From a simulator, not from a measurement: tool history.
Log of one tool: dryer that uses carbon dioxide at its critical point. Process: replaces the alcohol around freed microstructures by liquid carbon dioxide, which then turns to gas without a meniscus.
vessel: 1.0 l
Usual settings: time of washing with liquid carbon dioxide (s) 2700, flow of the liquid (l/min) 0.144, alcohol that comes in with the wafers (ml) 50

| run | hour | time of washing with liquid carbon dioxide (s) | flow of the liquid (l/min) | alcohol that comes in with the wafers (ml) | alcohol left in the vessel before it's heated (ppm by volume) |
|---|---|---|---|---|---|
| 1 | 0.0 | 2700 | 0.144 | 50 | 441 |
| 2 | 28.8 | 2700 | 0.144 | 50 | 457 |
| 3 | 79.6 | 2700 | 0.144 | 50 | 465 |
| 4 | 114.4 | 2700 | 0.144 | 50 | 480 |
| 5 | 136.1 | 2700 | 0.144 | 50 | 481 |
| 6 | 160.6 | 2700 | 0.144 | 50 | 483 |
| 7 | 185.8 | 2700 | 0.144 | 50 | 494 |
| 8 | 213.4 | 3780 | 0.144 | 53 | 158 |
| 9 | 240.0 | 3780 | 0.144 | 53 | 163 |
| 10 | 292.4 | 3780 | 0.144 | 53 | 169 |
| 11 | 329.3 | 4200 | 0.144 | 25 | 114 |
| 12 | 374.2 | 4200 | 0.144 | 25 | 119 |
| 13 | 423.9 | 4200 | 0.144 | 25 | 130 |
| 14 | 463.4 | 2280 | 0.239 | 46 | 189 |

The same runs without the tool's hidden state, with the same run-to-run variation:
The hidden state here: flow that reaches the vessel past the clogged filter, %; alcohol in the recycled carbon dioxide, ppm; drift of the gauge itself on alcohol_ppm, %.
| run | alcohol left in the vessel before it's heated (ppm by volume) |
|---|---|
| 1 | 273 |
| 2 | 279 |
| 3 | 280 |
| 4 | 286 |
| 5 | 283 |
| 6 | 282 |
| 7 | 288 |
| 8 | 40 |
| 9 | 43 |
| 10 | 43 |
| 11 | 5 |
| 12 | 10 |
| 13 | 19 |
| 14 | 53 |
